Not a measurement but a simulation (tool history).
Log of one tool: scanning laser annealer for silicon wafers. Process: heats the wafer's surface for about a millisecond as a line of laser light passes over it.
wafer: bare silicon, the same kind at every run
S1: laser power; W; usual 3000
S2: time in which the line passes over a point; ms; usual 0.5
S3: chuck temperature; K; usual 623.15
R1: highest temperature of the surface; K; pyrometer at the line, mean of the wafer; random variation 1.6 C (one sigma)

Run 1, day 0: usual settings. Result: R1 1371.15 K.
Run 2, day 0.417: usual settings but S2 0.353 ms. Result: R1 1252.15 K.
Run 3, day 1.104: usual settings. Result: R1 1369.15 K.
Run 4, day 2.025: usual settings. Result: R1 1370.15 K.
Run 5, day 2.971: usual settings. Result: R1 1369.15 K.
At day 3.15: window over the wafer cleaned.
Run 6, day 3.512: usual settings but S1 3264 W. Result: R1 1448.15 K.
Run 7, day 4.442: usual settings but S1 3264 W. Result: R1 1448.15 K.
Run 8, day 5.117: usual settings. Result: R1 1390.15 K.
Run 9, day 5.925: usual settings. Result: R1 1389.15 K.
Run 10, day 6.592: usual settings. Result: R1 1387.15 K.
Run 11, day 7.379: usual settings. Result: R1 1388.15 K.
Run 12, day 8.012: usual settings but S1 2629 W, S3 646.15 K. Result: R1 1322.15 K.
Run 13, day 8.412: usual settings but S1 2629 W, S3 646.15 K. Result: R1 1321.15 K.
Run 14, day 9.142: usual settings but S1 3097 W, S3 593.15 K. Result: R1 1377.15 K.
Run 15, day 9.996: usual settings but S2 0.395 ms. Result: R1 1303.15 K.
Run 16, day 10.383: usual settings but S1 2896 W, S2 0.395 ms, S3 613.15 K. Result: R1 1266.15 K.
At day 10.575: laser's power meter calibrated.
Run 17, day 11.288: usual settings but S1 2854 W, S2 0.61 ms, S3 616.15 K. Result: R1 1417.15 K.
At day 12.112: laser's power meter calibrated, once more.
Run 18, day 12.117: usual settings but S1 3249 W, S2 0.512 ms, S3 644.15 K. Result: R1 1471.15 K.
Run 19, day 12.717: usual settings but S1 3003 W, S2 0.47 ms, S3 650.15 K. Result: R1 1387.15 K.
Run 20, day 13.404: usual settings but S1 3097 W, S2 0.375 ms, S3 600.15 K. Result: R1 1277.15 K.
Run 21, day 14.354: usual settings but S1 3097 W, S2 0.375 ms, S3 600.15 K. Result: R1 1279.15 K.
Run 22, day 14.971: usual settings but S1 2789 W, S2 0.506 ms. Result: R1 1338.15 K.

4 ways to go on from here, each from the tool as it stands after run 22. What would each give?
Run A, day 15.588: usual settings but S1 2789 W, S2 0.579 ms, S3 654.15 K. Result: R1 ?.
Run B, day 15.588: usual settings but S2 0.447 ms. Result: R1 ?.
Run C, day 15.588: usual settings but S1 2842 W, S2 0.506 ms, S3 583.15 K. Result: R1 ?.
Run D, day 15.588: usual settings but S1 2671 W, S2 0.506 ms. Result: R1 ?.

run       R1
  A  1419.15
  B  1342.15
  C  1312.15
  D  1308.15
Without the tool's hidden state the same runs would have given:
run       R1
  A  1431.15
  B  1353.15
  C  1323.15
  D  1319.15

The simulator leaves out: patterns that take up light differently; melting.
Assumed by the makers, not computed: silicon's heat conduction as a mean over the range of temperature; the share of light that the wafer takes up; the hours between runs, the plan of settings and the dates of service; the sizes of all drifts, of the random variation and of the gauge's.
